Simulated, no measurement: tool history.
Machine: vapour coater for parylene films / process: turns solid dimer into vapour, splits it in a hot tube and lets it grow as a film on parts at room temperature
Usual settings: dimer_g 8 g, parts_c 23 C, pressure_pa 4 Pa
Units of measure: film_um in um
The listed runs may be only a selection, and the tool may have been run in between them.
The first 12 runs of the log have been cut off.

run 13 hour=156.9 | dimer_g=8 parts_c=23 pressure_pa=4 | film_um=3.28
run 14 hour=164.4 | dimer_g=8 parts_c=18 pressure_pa=4 | film_um=3.71
run 15 hour=179.5 | dimer_g=8 parts_c=18 pressure_pa=4 | film_um=3.67
run 16 hour=191.7 | dimer_g=8 parts_c=18 pressure_pa=8.06 | film_um=3.2
run 17 hour=201.8 | dimer_g=8 parts_c=18 pressure_pa=8.06 | film_um=3.17
run 18 hour=218.8 | dimer_g=8 parts_c=18 pressure_pa=8.06 | film_um=3.16
run 19 hour=226.5 | dimer_g=8 parts_c=18 pressure_pa=8.06 | film_um=3.09
run 20 hour=239.1 | dimer_g=4 parts_c=17 pressure_pa=9.37 | film_um=1.57
run 21 hour=256.4 | dimer_g=4 parts_c=20 pressure_pa=9.37 | film_um=1.45
run 22 hour=273.7 | dimer_g=9 parts_c=26 pressure_pa=10.5 | film_um=2.65
run 23 hour=287.1 | dimer_g=9 parts_c=26 pressure_pa=10.5 | film_um=2.61
run 24 hour=295 | dimer_g=13 parts_c=16 pressure_pa=4 | film_um=6.15
run 25 hour=305.7 | dimer_g=5 parts_c=18 pressure_pa=2.39 | film_um=2.47
run 26 hour=315.1 | dimer_g=11 parts_c=27 pressure_pa=10.97 | film_um=3.06
run 27 hour=333.1 | dimer_g=6 parts_c=23 pressure_pa=2.53 | film_um=2.54

What will run 28 give?
run 28 hour=348.9 | dimer_g=9 parts_c=21 pressure_pa=4.66 | film_um=?

{"run 28": {"film_um": 3.53}}
If the tool had no hidden condition, the same run with the same run-to-run variation would have returned film_um 3.74 um.
